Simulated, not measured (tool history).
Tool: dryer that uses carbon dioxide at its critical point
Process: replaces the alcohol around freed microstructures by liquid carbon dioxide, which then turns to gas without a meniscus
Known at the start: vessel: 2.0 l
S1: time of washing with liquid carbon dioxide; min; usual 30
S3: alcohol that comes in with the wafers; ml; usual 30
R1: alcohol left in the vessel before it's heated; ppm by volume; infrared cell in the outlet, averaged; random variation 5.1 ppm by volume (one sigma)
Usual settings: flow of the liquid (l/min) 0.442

run 1 hour=0 | S1=30 flow_of_the_liquid_(l/min)=0.442 S3=30 | R1=100
run 2 hour=8.4 | S1=30 flow_of_the_liquid_(l/min)=0.442 S3=30 | R1=103
run 3 hour=13.8 | S1=30 flow_of_the_liquid_(l/min)=0.442 S3=30 | R1=109
run 4 hour=20.6 | S1=30 flow_of_the_liquid_(l/min)=0.442 S3=30 | R1=97
run 5 hour=24.6 | S1=30 flow_of_the_liquid_(l/min)=0.442 S3=30 | R1=99
run 6 hour=32.7 | S1=30 flow_of_the_liquid_(l/min)=0.442 S3=30 | R1=93
run 7 hour=38.1 | S1=26 flow_of_the_liquid_(l/min)=0.411 S3=24 | R1=194
run 8 hour=43.1 | S1=26 flow_of_the_liquid_(l/min)=0.678 S3=40 | R1=34

Run 9 comes next. What will it give?
run 9 hour=50 | S1=30 flow_of_the_liquid_(l/min)=0.334 S3=113 | R1=?

R1: 1088 ppm by volume
Without the tool's hidden state the same run would have given R1 879 ppm by volume.
